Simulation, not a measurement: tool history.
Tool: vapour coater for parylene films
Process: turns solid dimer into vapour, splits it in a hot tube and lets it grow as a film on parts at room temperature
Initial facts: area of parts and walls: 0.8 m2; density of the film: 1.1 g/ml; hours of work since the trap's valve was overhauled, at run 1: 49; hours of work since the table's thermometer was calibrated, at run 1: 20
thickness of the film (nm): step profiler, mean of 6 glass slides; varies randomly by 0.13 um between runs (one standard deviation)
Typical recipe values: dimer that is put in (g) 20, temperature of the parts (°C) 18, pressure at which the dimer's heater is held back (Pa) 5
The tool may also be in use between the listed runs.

run	hour	dimer that is put in (g)	temperature of the parts (°C)	pressure at which the dimer's heater is held back (Pa)	hours of work since the trap's valve was overhauled	hours of work since the table's thermometer was calibrated	thickness of the film (nm)
1	0	20	18	5	49	20	15210
2	50.4	20	18	3.31	71	43	15770
3	83.3	20	18	3.31	86	58	15990
4	108.2	20	15	5	97	69	16290
5	131.4	20	15	5	108	80	16020
6	172.5	20	15	5	126	98	16240
7	196.2	20	15	5.64	137	109	15920
8	242.6	32	18	5	158	130	23620
9	275.5	22	18	5	173	145	16230
10	326.9	20	18	9.9	196	168	14250
11	372	20	18	9.9	217	188	13770
12	420.3	20	18	9.9	238	210	13900
13	447.2	20	18	5	250	222	14760
14	476.4	20	18	5	264	235	14420
# hour 480.8: table's thermometer calibrated
15	507	20	18	5	277	12	14290
16	530.3	20	12	5	288	22	16580
17	560.6	11	12	5	301	36	9220
18	604	11	12	5	321	56	9190
# hour 629.6: table's thermometer calibrated, once more
19	656.2	11	12	5	344	12	9170
20	705.5	20	18	5	366	34	14470
21	733.6	20	18	5	379	47	14180
22	759.9	20	18	5	391	59	14120
23	780.7	20	18	5	400	68	14180
24	802.9	20	18	5	410	78	14160
# hour 830.9: trap's valve overhauled
25	831.5	20	11	10.99	0	89	17190
26	872.6	18	13	5.19	19	108	15700
27	910.9	18	13	5.19	36	125	15680
28	953.3	17	18	5	55	144	12880
29	1003.9	16	11	5	78	167	14460
30	1049.4	11	18	5	99	188	8320
31	1070.4	20	30	5.58	108	197	11160
32	1100	22	18	3.31	122	211	17150
33	1128.6	22	18	3.31	134	223	17230
34	1155	30	13	2.31	146	235	26830
35	1200.9	30	13	2.31	167	256	26920
36	1243.6	17	21	2.19	186	275	12390
37	1287.1	17	21	2.19	206	295	12410
38	1307.7	17	21	2.19	215	304	12250
39	1354.3	20	14	2.45	236	325	17010
40	1394.2	20	14	9.97	254	343	15390
41	1431.7	20	10	5.36	271	360	17250
42	1469.1	33	12	4.53	288	377	27540
43	1501.3	20	27	7.87	303	392	11020
44	1533.7	22	20	7.87	317	406	14380
45	1570.1	28	18	5.81	334	423	20280
46	1618.4	28	18	5.81	356	445	19590
47	1649.4	20	25	2.07	370	459	12560
48	1675.6	20	25	2.07	381	470	12460

For each run, the measured value with the value that run would have given without the tool's hidden condition subtracted. The run-to-run variation is shared by both, the gauge scatter possibly not:
Hidden state present: vapour lost through the trap's worn valve, %; true temperature of the parts over the reading, C; drift of the gauge itself on film_um, %.
run	thickness of the film (nm)
1	-220
2	-310
3	-380
4	-430
5	-460
6	-540
7	-580
8	-970
9	-730
10	-720
11	-770
12	-850
13	-950
14	-980
15	-1050
16	-1270
17	-740
18	-790
19	-730
20	-1250
21	-1280
22	-1330
23	-1360
24	-1400
25	-120
26	-170
27	-230
28	-260
29	-370
30	-250
31	-360
32	-620
33	-680
34	-1130
35	-1270
36	-650
37	-710
38	-740
39	-1100
40	-1080
41	-1290
42	-2180
43	-920
44	-1250
45	-1850
46	-1910
47	-1270
48	-1310
